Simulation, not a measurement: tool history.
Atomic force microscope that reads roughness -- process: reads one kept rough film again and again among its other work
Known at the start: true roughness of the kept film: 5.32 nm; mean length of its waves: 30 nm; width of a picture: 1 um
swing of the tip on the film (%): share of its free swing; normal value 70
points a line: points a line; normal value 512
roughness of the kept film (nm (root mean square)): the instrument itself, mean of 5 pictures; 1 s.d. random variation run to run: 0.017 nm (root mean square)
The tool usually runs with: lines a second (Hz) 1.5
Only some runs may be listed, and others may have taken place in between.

run	day	lines a second (Hz)	swing of the tip on the film (%)	points a line	roughness of the kept film (nm (root mean square))
1	0	1.5	70	512	4.071
2	0.317	1.5	57	512	4.231
3	0.642	1.19	70	512	4.138
4	1.008	1.19	70	512	4.146
5	1.304	0.72	70	512	4.204
6	1.667	0.72	70	512	4.198
7	1.967	0.72	70	512	4.209
8	2.125	1.5	70	277	4.054
9	2.442	1.66	70	277	4.06
10	2.821	1.66	70	277	4.035
11	3.146	1.66	70	277	4.026
12	3.4	1.66	81	277	3.872
13	3.779	1.66	81	277	3.897
14	3.958	1.66	81	277	3.888
15	4.117	1.66	81	445	3.921
16	4.379	1.66	81	445	3.941
17	4.65	1.57	70	269	4.038
18	5.004	1.57	70	269	4.064
19	5.208	1.57	70	269	4.06
20	5.471	1.57	70	269	4.054

Here are 4 independent what-if runs from the current tool condition. What would each one return?
A	5.758	0.58	70	269	?
B	5.758	0.88	71	269	?
C	5.758	1.5	57	643	?
D	5.758	1.34	55	269	?

run	roughness of the kept film (nm (root mean square))
A	4.15
B	4.116
C	4.192
D	4.156
With no hidden state in the tool, these same runs would have given:
run	roughness of the kept film (nm (root mean square))
A	4.163
B	4.129
C	4.205
D	4.169

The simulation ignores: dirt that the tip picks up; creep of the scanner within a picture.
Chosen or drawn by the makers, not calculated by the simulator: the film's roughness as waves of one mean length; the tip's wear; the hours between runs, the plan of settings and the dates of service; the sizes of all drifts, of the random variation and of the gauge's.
